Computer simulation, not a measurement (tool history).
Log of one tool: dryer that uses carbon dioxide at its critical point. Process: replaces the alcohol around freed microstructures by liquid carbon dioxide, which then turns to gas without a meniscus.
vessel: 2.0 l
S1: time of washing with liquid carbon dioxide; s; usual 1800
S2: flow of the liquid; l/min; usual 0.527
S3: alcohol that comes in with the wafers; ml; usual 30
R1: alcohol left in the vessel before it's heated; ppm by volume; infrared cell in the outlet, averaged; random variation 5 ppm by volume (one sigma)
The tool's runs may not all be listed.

run   hour    S1     S2  S3   R1
  1    0.0  1800  0.527  30   45
  2   28.7  1800  0.527  30   51
  3   42.0  2580  0.527  30   27
  4   55.8  2580  0.527  30   19
  5   76.3  1800  0.527  30   49
  6  102.4  1800  0.527  30   37
  7  131.0  1440  0.527  30  145
  8  148.0  1800  0.527  30   54
  9  172.6  1800  0.527  30   67
 10  196.8  1260  0.687  61  153
 11  215.6  1260  0.687  61  152
 12  238.2  1260  0.687  61  159
 13  263.3  1260  0.527  31  283
 14  275.8  1440  0.391  37  613
 15  299.6  1800  0.603  32   51
 16  314.5  1200  0.858  20   41
 17  337.6  1200  0.858  20   46

5 ways to go on from here, each from the tool as it stands after run 17. What would each give?
  A  355.0  1200  0.715   84   ?
  B  355.0  1380  0.858   20   ?
  C  355.0  2160  0.527   30   ?
  D  355.0  1860  0.343  114   ?
  E  355.0  1800  0.527   75   ?

run    R1
  A   256
  B    35
  C    35
  D  1232
  E   147
Without the tool's hidden state the same runs would have given:
run   R1
  A  131
  B   12
  C    8
  D  757
  E   68
